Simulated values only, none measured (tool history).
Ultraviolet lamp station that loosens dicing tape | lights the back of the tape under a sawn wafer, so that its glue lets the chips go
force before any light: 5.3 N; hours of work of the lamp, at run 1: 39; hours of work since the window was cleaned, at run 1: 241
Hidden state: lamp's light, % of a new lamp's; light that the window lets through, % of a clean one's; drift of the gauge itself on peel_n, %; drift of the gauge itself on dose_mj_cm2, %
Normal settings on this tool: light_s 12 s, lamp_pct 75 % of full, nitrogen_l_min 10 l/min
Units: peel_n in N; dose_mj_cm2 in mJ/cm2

run   hour  light_s  lamp_pct  nitrogen_l_min  hours of work of the lamp  hours of work since the window was cleaned  peel_n  dose_mj_cm2
  1      0       12        75              10                         39                                         241   0.261          524
  2   14.8       12        75              10                         49                                         251   0.266          522
  3   29.4       12        75              17                         59                                         261   0.209          512
  4   45.1       12        75              17                         70                                         272   0.204          518
  5   52.9       12        83              10                         75                                         277   0.241          567
  6   62.4       12        83              10                         81                                         283   0.238          569
  7   72.3       12        83              10                         88                                         290   0.246          567
  8     82       12        75              13                         94                                         297   0.233          510
  9   96.1       12        75              10                        104                                         306   0.266          509
 10  106.2       12        86              10                        111                                         313   0.223          584
 11  117.9       12        86              10                        119                                         321    0.22          584
 12    132       12        75              17                        128                                         330   0.217          504
 13  147.1       12        75              17                        138                                         341    0.21          499
 14  155.3       12        75              17                        144                                         346   0.207          500
 15  163.8       12        75              17                        150                                         352   0.207          500
 16  171.5       12        75              17                        155                                         357   0.203          500
 17  179.7       12        75              17                        160                                         363   0.197          495
 18  189.5       12        75              17                        167                                         369   0.209          497
 19  198.7       12        75               9                        173                                         375   0.311          499
 20  211.8       12        75               9                        182                                         384   0.311          491
 21  219.7       12        75               9                        187                                         390   0.318          494
 22  227.1       12        75               9                        192                                         395   0.303          490
 23  234.2       12        75              11                        197                                         399   0.271          486
 24  244.1       12        75              11                        204                                         406   0.273          487
 25  257.8       12        75              11                        213                                         415    0.28          490
 26  267.3       12        66              10                        220                                         422   0.356          430
 27  274.7       12        66              10                        225                                         427    0.35          432
 28  283.7       12        78              16                        231                                         433    0.22          499
 29  290.5       20        89               8                        235                                         437   0.164          953
 30  305.5       14        75               6                        245                                         448   0.323          563
 31    313       14        75               6                        250                                         453   0.337          562
 32  324.9       14        75               6                        258                                         461   0.329          555
 33  335.4       14        75               6                        266                                         468    0.34          554
 34  343.9        9        75              17                        271                                         473   0.361          362
 35  352.1       10        82              10                        277                                         479   0.362          433
 36    362       10        82              10                        284                                         486   0.381          437
 37  374.9       10        97              10                        292                                         494   0.272          507
 38  389.5       15        96               3                        302                                         504   0.338          757
 39  402.5       21        75              13                        311                                         513   0.174          820
 40  414.1        6        75              10                        319                                         521   1.053          235
 41  428.3        6        75              10                        328                                         530   1.061          229
 42    440        6        75              10                        336                                         538    1.06          231
 43  455.4        6        63              10                        347                                         549   1.362          193
 44  471.7        6        63              10                        358                                         560    1.32          194

How would selected steps in peel_n from run to run divide? Give the signed amount a tool lacking its hidden state would still show from settings, what came in and random variation, and the signed amount left for the hidden state, including any gauge scatter that is not in both of the compared results.
Run 29 -> 30: light_s 20 -> 14, lamp_pct 89 -> 75, nitrogen_l_min 8 -> 6. peel_n +0.159 N: hidden state +0.054, all else +0.105.
Run 38 -> 39: light_s 15 -> 21, lamp_pct 96 -> 75, nitrogen_l_min 3 -> 13. peel_n -0.164 N: hidden state -0.069, all else -0.095.
Run 39 -> 40: light_s 21 -> 6, nitrogen_l_min 13 -> 10. peel_n +0.879 N: hidden state +0.221, all else +0.658.
Run 42 -> 43: lamp_pct 75 -> 63. peel_n +0.302 N: hidden state +0.041, all else +0.261.
